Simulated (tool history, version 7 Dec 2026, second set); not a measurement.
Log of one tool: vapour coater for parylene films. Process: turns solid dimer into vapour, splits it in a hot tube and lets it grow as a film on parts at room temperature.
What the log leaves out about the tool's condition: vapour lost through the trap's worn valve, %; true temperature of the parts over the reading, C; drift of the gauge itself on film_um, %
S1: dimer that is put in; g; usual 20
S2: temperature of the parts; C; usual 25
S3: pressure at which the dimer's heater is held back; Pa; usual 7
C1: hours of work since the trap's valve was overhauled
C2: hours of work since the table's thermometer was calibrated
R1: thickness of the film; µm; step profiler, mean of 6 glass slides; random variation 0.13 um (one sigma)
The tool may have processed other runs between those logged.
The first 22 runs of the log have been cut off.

run	hour	S1	S2	S3	C1	C2	R1
23	1282.5	12	25	7	364	1445	9.34
24	1351	12	20	7	393	1474	10.22
# hour 1416.6: trap's valve overhauled
25	1422.9	11	20	5.83	3	1503	9.49
26	1490.9	22	20	2.5	32	1532	19.81
27	1570.9	22	20	4.03	65	1566	19.57
28	1653.5	18	20	8.22	100	1601	15.31
29	1728	18	20	8.22	132	1632	15.3
30	1799.4	15	37	4.94	162	1663	9.76

Here are 5 independent what-if runs from the current tool condition. What would each one return?
A	1862.3	20	21	3.53	189	1689	?
B	1862.3	15	37	7.78	189	1689	?
C	1862.3	35	30	7	189	1689	?
D	1862.3	15	37	8.94	189	1689	?
E	1862.3	20	18	4.84	189	1689	?

run	R1
A	17.62
B	9.55
C	25.19
D	9.49
E	18.13
Had the tool no hidden state, the same runs would have come out as:
run	R1
A	17.68
B	9.58
C	25.28
D	9.52
E	18.19
